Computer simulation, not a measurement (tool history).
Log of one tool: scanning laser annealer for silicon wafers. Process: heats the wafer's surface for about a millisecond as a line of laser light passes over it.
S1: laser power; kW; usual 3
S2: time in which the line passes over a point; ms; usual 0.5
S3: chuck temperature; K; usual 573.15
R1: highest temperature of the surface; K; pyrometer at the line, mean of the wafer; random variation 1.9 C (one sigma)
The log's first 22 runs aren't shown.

run	hour	S1	S2	S3	R1
23	1026.4	2.629	0.557	589.15	1292.15
24	1059.6	3	0.472	573.15	1302.15
25	1105.1	3	0.472	573.15	1304.15
26	1142.1	3	0.472	573.15	1296.15
27	1187.1	3	0.466	573.15	1294.15
28	1240.6	2.985	0.504	573.15	1316.15
29	1302.3	2.906	0.366	539.15	1159.15
30	1344.8	2.906	0.366	539.15	1153.15
31	1381.5	3	0.396	573.15	1229.15
32	1428.4	2.759	0.5	613.15	1291.15
33	1467.5	2.553	0.545	613.15	1269.15
34	1497.1	2.879	0.563	571.15	1317.15
35	1546.2	3.22	0.503	573.15	1354.15
36	1587.3	3.22	0.503	573.15	1352.15
37	1618	3.22	0.423	610.15	1328.15
38	1658.3	2.593	0.588	543.15	1224.15
# hour 1679.5: window over the wafer cleaned
39	1716.9	3	0.5	561.15	1323.15
40	1756.6	3	0.5	561.15	1322.15

3 ways to go on from here, each from the tool as it stands after run 40. What would each give?
A	1788.3	3.239	0.5	562.15	?
B	1788.3	3	0.5	561.15	?
C	1788.3	2.732	0.569	580.15	?

run	R1
A	1381.15
B	1318.15
C	1321.15
Without the tool's hidden state the same runs would have given:
run	R1
A	1407.15
B	1343.15
C	1345.15
